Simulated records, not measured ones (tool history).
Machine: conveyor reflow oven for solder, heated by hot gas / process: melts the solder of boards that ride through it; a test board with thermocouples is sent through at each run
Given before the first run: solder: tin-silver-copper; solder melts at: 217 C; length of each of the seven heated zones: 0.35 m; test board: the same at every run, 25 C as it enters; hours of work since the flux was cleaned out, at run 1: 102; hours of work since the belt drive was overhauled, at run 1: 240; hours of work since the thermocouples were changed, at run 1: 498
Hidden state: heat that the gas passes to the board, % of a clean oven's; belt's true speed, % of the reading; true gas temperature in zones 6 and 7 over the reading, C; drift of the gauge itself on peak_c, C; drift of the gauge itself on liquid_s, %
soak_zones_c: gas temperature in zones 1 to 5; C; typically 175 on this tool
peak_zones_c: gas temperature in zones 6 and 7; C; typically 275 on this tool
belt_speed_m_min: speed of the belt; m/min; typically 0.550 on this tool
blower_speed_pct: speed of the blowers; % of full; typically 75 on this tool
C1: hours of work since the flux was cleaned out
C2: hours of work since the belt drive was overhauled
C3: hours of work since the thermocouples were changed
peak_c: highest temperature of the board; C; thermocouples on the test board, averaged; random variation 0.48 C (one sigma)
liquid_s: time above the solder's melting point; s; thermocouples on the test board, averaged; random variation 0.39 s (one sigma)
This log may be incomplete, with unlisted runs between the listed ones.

{"run": 1, "hour": 0.0, "soak_zones_c": 175, "peak_zones_c": 275, "belt_speed_m_min": 0.55, "blower_speed_pct": 75, "C1": 102, "C2": 240, "C3": 498, "peak_c": 258.3, "liquid_s": 61.8}
{"run": 2, "hour": 29.7, "soak_zones_c": 175, "peak_zones_c": 275, "belt_speed_m_min": 0.55, "blower_speed_pct": 75, "C1": 117, "C2": 255, "C3": 513, "peak_c": 258.1, "liquid_s": 62.1}
{"run": 3, "hour": 65.7, "soak_zones_c": 175, "peak_zones_c": 275, "belt_speed_m_min": 0.55, "blower_speed_pct": 75, "C1": 134, "C2": 272, "C3": 531, "peak_c": 258.1, "liquid_s": 61.9}
{"run": 4, "hour": 94.5, "soak_zones_c": 175, "peak_zones_c": 275, "belt_speed_m_min": 0.579, "blower_speed_pct": 75, "C1": 149, "C2": 287, "C3": 545, "peak_c": 255.8, "liquid_s": 57.2}
{"run": 5, "hour": 116.1, "soak_zones_c": 175, "peak_zones_c": 275, "belt_speed_m_min": 0.579, "blower_speed_pct": 75, "C1": 159, "C2": 297, "C3": 556, "peak_c": 255.7, "liquid_s": 56.5}
{"run": 6, "hour": 133.8, "soak_zones_c": 175, "peak_zones_c": 275, "belt_speed_m_min": 0.579, "blower_speed_pct": 75, "C1": 168, "C2": 306, "C3": 565, "peak_c": 255.5, "liquid_s": 56.5}
{"run": 7, "hour": 161.8, "soak_zones_c": 175, "peak_zones_c": 275, "belt_speed_m_min": 0.521, "blower_speed_pct": 75, "C1": 182, "C2": 320, "C3": 578, "peak_c": 258.6, "liquid_s": 65.6}
{"run": 8, "hour": 197.9, "soak_zones_c": 175, "peak_zones_c": 275, "belt_speed_m_min": 0.521, "blower_speed_pct": 75, "C1": 200, "C2": 338, "C3": 596, "peak_c": 258.3, "liquid_s": 66.1}
{"hour": 206.6, "done": "flux residue cleaned out of gas plates and filters"}
{"run": 9, "hour": 241.0, "soak_zones_c": 175, "peak_zones_c": 275, "belt_speed_m_min": 0.55, "blower_speed_pct": 75, "C1": 17, "C2": 357, "C3": 615, "peak_c": 256.9, "liquid_s": 59.8}
{"run": 10, "hour": 263.0, "soak_zones_c": 175, "peak_zones_c": 275, "belt_speed_m_min": 0.55, "blower_speed_pct": 75, "C1": 28, "C2": 367, "C3": 626, "peak_c": 256.5, "liquid_s": 60.0}
{"run": 11, "hour": 294.2, "soak_zones_c": 175, "peak_zones_c": 275, "belt_speed_m_min": 0.55, "blower_speed_pct": 75, "C1": 43, "C2": 383, "C3": 641, "peak_c": 254.9, "liquid_s": 59.5}
{"run": 12, "hour": 317.4, "soak_zones_c": 175, "peak_zones_c": 275, "belt_speed_m_min": 0.55, "blower_speed_pct": 75, "C1": 55, "C2": 394, "C3": 653, "peak_c": 255.4, "liquid_s": 60.1}
{"run": 13, "hour": 350.7, "soak_zones_c": 175, "peak_zones_c": 275, "belt_speed_m_min": 0.618, "blower_speed_pct": 86, "C1": 71, "C2": 411, "C3": 669, "peak_c": 252.8, "liquid_s": 51.4}
{"run": 14, "hour": 392.9, "soak_zones_c": 189, "peak_zones_c": 272, "belt_speed_m_min": 0.55, "blower_speed_pct": 75, "C1": 92, "C2": 432, "C3": 690, "peak_c": 254.4, "liquid_s": 64.8}
{"run": 15, "hour": 417.7, "soak_zones_c": 181, "peak_zones_c": 269, "belt_speed_m_min": 0.559, "blower_speed_pct": 67, "C1": 104, "C2": 444, "C3": 702, "peak_c": 248.5, "liquid_s": 55.8}
{"run": 16, "hour": 439.9, "soak_zones_c": 181, "peak_zones_c": 269, "belt_speed_m_min": 0.559, "blower_speed_pct": 67, "C1": 115, "C2": 455, "C3": 713, "peak_c": 248.0, "liquid_s": 55.6}
{"hour": 457.2, "done": "flux residue cleaned out of gas plates and filters, once more"}
{"run": 17, "hour": 485.9, "soak_zones_c": 175, "peak_zones_c": 275, "belt_speed_m_min": 0.587, "blower_speed_pct": 74, "C1": 14, "C2": 475, "C3": 734, "peak_c": 255.9, "liquid_s": 56.7}
{"run": 18, "hour": 526.4, "soak_zones_c": 176, "peak_zones_c": 275, "belt_speed_m_min": 0.568, "blower_speed_pct": 74, "C1": 34, "C2": 495, "C3": 754, "peak_c": 257.4, "liquid_s": 59.0}
{"run": 19, "hour": 551.3, "soak_zones_c": 176, "peak_zones_c": 275, "belt_speed_m_min": 0.568, "blower_speed_pct": 74, "C1": 47, "C2": 508, "C3": 766, "peak_c": 257.1, "liquid_s": 59.8}
{"run": 20, "hour": 590.7, "soak_zones_c": 175, "peak_zones_c": 275, "belt_speed_m_min": 0.607, "blower_speed_pct": 75, "C1": 66, "C2": 527, "C3": 786, "peak_c": 254.6, "liquid_s": 53.8}
{"run": 21, "hour": 630.7, "soak_zones_c": 175, "peak_zones_c": 288, "belt_speed_m_min": 0.61, "blower_speed_pct": 75, "C1": 86, "C2": 547, "C3": 805, "peak_c": 266.1, "liquid_s": 59.1}
{"run": 22, "hour": 647.6, "soak_zones_c": 178, "peak_zones_c": 288, "belt_speed_m_min": 0.61, "blower_speed_pct": 59, "C1": 94, "C2": 555, "C3": 814, "peak_c": 260.8, "liquid_s": 58.0}
{"run": 23, "hour": 684.8, "soak_zones_c": 187, "peak_zones_c": 275, "belt_speed_m_min": 0.533, "blower_speed_pct": 75, "C1": 113, "C2": 574, "C3": 832, "peak_c": 260.7, "liquid_s": 70.3}
{"run": 24, "hour": 705.8, "soak_zones_c": 187, "peak_zones_c": 275, "belt_speed_m_min": 0.505, "blower_speed_pct": 63, "C1": 123, "C2": 584, "C3": 843, "peak_c": 259.2, "liquid_s": 73.7}

4 options for the next run, each taken on its own from the tool as it stands now. Forecast them:
{"run": "A", "hour": 722.8, "soak_zones_c": 185, "peak_zones_c": 275, "belt_speed_m_min": 0.55, "blower_speed_pct": 64, "C1": 131, "C2": 592, "C3": 851, "peak_c": "?", "liquid_s": "?"}
{"run": "B", "hour": 722.8, "soak_zones_c": 162, "peak_zones_c": 287, "belt_speed_m_min": 0.505, "blower_speed_pct": 56, "C1": 131, "C2": 592, "C3": 851, "peak_c": "?", "liquid_s": "?"}
{"run": "C", "hour": 722.8, "soak_zones_c": 181, "peak_zones_c": 275, "belt_speed_m_min": 0.632, "blower_speed_pct": 63, "C1": 131, "C2": 592, "C3": 851, "peak_c": "?", "liquid_s": "?"}
{"run": "D", "hour": 722.8, "soak_zones_c": 176, "peak_zones_c": 275, "belt_speed_m_min": 0.607, "blower_speed_pct": 75, "C1": 131, "C2": 592, "C3": 851, "peak_c": "?", "liquid_s": "?"}

run=A peak_c=256.1 liquid_s=64.6
run=B peak_c=264.0 liquid_s=66.9
run=C peak_c=250.0 liquid_s=49.9
run=D peak_c=253.5 liquid_s=54.0
With no hidden state in the tool, these same runs would have given:
run=A peak_c=259.5 liquid_s=66.2
run=B peak_c=267.5 liquid_s=68.5
run=C peak_c=253.5 liquid_s=51.9
run=D peak_c=257.2 liquid_s=55.9
